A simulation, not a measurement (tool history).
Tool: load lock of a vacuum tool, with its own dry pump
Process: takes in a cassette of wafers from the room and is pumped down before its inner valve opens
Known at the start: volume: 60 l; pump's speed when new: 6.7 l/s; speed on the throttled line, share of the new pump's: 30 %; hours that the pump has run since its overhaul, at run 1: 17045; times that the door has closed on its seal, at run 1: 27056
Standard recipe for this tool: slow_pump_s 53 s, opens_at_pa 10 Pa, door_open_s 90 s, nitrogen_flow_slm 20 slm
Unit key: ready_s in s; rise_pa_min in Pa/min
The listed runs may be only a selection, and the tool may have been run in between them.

| run | hour | slow_pump_s | opens_at_pa | door_open_s | nitrogen_flow_slm | hours that the pump has run since its overhaul | times that the door has closed on its seal | incoming humidity of the room's air, % | ready_s | rise_pa_min |
|---|---|---|---|---|---|---|---|---|---|---|
| 1 | 0 | 53 | 10 | 90 | 20 | 17045 | 27056 | 43.4 | 119.2 | 0.035 |
|  | 404.7 | dry pump taken out, an overhauled one fitted |
| 2 | 406.8 | 53 | 10 | 90 | 20 | 2 | 28534 | 42 | 120 | 0.029 |
| 3 | 795.2 | 53 | 10 | 90 | 20 | 390 | 29967 | 44.9 | 119 | 0.034 |
| 4 | 1090.9 | 53 | 7 | 90 | 20 | 686 | 31058 | 47.8 | 124.2 | 0.03 |
| 5 | 1548.6 | 53 | 7 | 90 | 20 | 1144 | 32746 | 45.3 | 123.7 | 0.035 |
| 6 | 1887.9 | 53 | 7 | 90 | 20 | 1483 | 33998 | 43.4 | 123.3 | 0.025 |
| 7 | 2299.8 | 53 | 10 | 90 | 20 | 1895 | 35517 | 42.5 | 119.4 | 0.031 |
|  | 2420.4 | door's seal changed, seat wiped |
| 8 | 2551.3 | 53 | 10 | 90 | 20 | 2145 | 483 | 41.1 | 119.6 | 0.034 |
| 9 | 2954.6 | 53 | 10 | 90 | 20 | 2548 | 1970 | 41.1 | 121 | 0.027 |
| 10 | 3346.3 | 53 | 10 | 90 | 20 | 2940 | 3415 | 43.9 | 118.5 | 0.027 |
| 11 | 3607 | 28 | 10 | 90 | 20 | 3201 | 4377 | 48.4 | 102.4 | 0.029 |
| 12 | 3961.6 | 28 | 10 | 90 | 20 | 3555 | 5685 | 40.7 | 101.7 | 0.027 |
| 13 | 4251.6 | 53 | 16 | 90 | 20 | 3845 | 6755 | 41.2 | 114.5 | 0.028 |
| 14 | 4677.8 | 53 | 16 | 90 | 20 | 4272 | 8327 | 43.4 | 115.8 | 0.029 |
| 15 | 5130.7 | 53 | 16 | 90 | 20 | 4724 | 9998 | 46.3 | 117.8 | 0.033 |
| 16 | 5504.8 | 53 | 16 | 90 | 20 | 5099 | 11378 | 46.2 | 116.1 | 0.034 |
| 17 | 5809.5 | 32 | 10 | 90 | 20 | 5403 | 12502 | 44.6 | 105.6 | 0.033 |
| 18 | 6062.6 | 98 | 10 | 90 | 20 | 5656 | 13436 | 41.6 | 150.2 | 0.026 |
| 19 | 6507 | 28 | 10 | 90 | 20 | 6101 | 15075 | 42.1 | 102.4 | 0.03 |
| 20 | 6741.1 | 86 | 10 | 90 | 20 | 6335 | 15939 | 44.8 | 142.8 | 0.029 |
| 21 | 7063 | 53 | 16 | 142 | 20 | 6657 | 17126 | 44.1 | 115.4 | 0.042 |
| 22 | 7421.1 | 53 | 10 | 53 | 43 | 7015 | 18447 | 44.9 | 119.1 | 0.013 |
| 23 | 7710.4 | 28 | 9 | 55 | 35 | 7304 | 19514 | 47 | 105 | 0.014 |
| 24 | 7934.7 | 28 | 9 | 55 | 35 | 7529 | 20342 | 47.2 | 102.8 | 0.023 |
| 25 | 8324.4 | 63 | 13 | 238 | 13 | 7918 | 21780 | 44.3 | 125.8 | 0.073 |
| 26 | 8774.8 | 53 | 18 | 44 | 5 | 8369 | 23441 | 46.5 | 115.9 | 0.03 |
| 27 | 9038.2 | 53 | 18 | 44 | 5 | 8632 | 24413 | 44 | 113.7 | 0.03 |
| 28 | 9501.1 | 53 | 13 | 44 | 5 | 9095 | 26120 | 46.3 | 117.4 | 0.029 |
| 29 | 9734.3 | 53 | 13 | 44 | 5 | 9328 | 26981 | 44.4 | 118.7 | 0.031 |
| 30 | 9948.8 | 53 | 13 | 44 | 5 | 9543 | 27772 | 45.9 | 117.6 | 0.031 |
| 31 | 10298.3 | 53 | 13 | 44 | 5 | 9892 | 29061 | 44.9 | 119 | 0.033 |
| 32 | 10674.3 | 73 | 10 | 80 | 20 | 10268 | 30448 | 46.2 | 134.5 | 0.033 |
| 33 | 11058.1 | 73 | 10 | 80 | 20 | 10652 | 31864 | 43 | 132.4 | 0.032 |

Forecast each of these 5 alternatives for the next run:
| A | 11474.3 | 50 | 10 | 32 | 8 | 11068 | 33399 | 44.5 | ? | ? |
| B | 11474.3 | 39 | 11 | 90 | 20 | 11068 | 33399 | 47.5 | ? | ? |
| C | 11474.3 | 74 | 10 | 90 | 23 | 11068 | 33399 | 43.9 | ? | ? |
| D | 11474.3 | 28 | 10 | 80 | 28 | 11068 | 33399 | 46.4 | ? | ? |
| E | 11474.3 | 70 | 10 | 80 | 5 | 11068 | 33399 | 45.2 | ? | ? |

| run | ready_s | rise_pa_min |
|---|---|---|
| A | 118.8 | 0.026 |
| B | 109.3 | 0.034 |
| C | 134.9 | 0.036 |
| D | 103.5 | 0.03 |
| E | 134.3 | 0.042 |
The same runs, with their run-to-run variation unchanged, on a tool lacking any hidden condition would have given:
| run | ready_s | rise_pa_min |
|---|---|---|
| A | 118.8 | 0.024 |
| B | 109.2 | 0.032 |
| C | 134.9 | 0.033 |
| D | 103.4 | 0.028 |
| E | 134.3 | 0.04 |
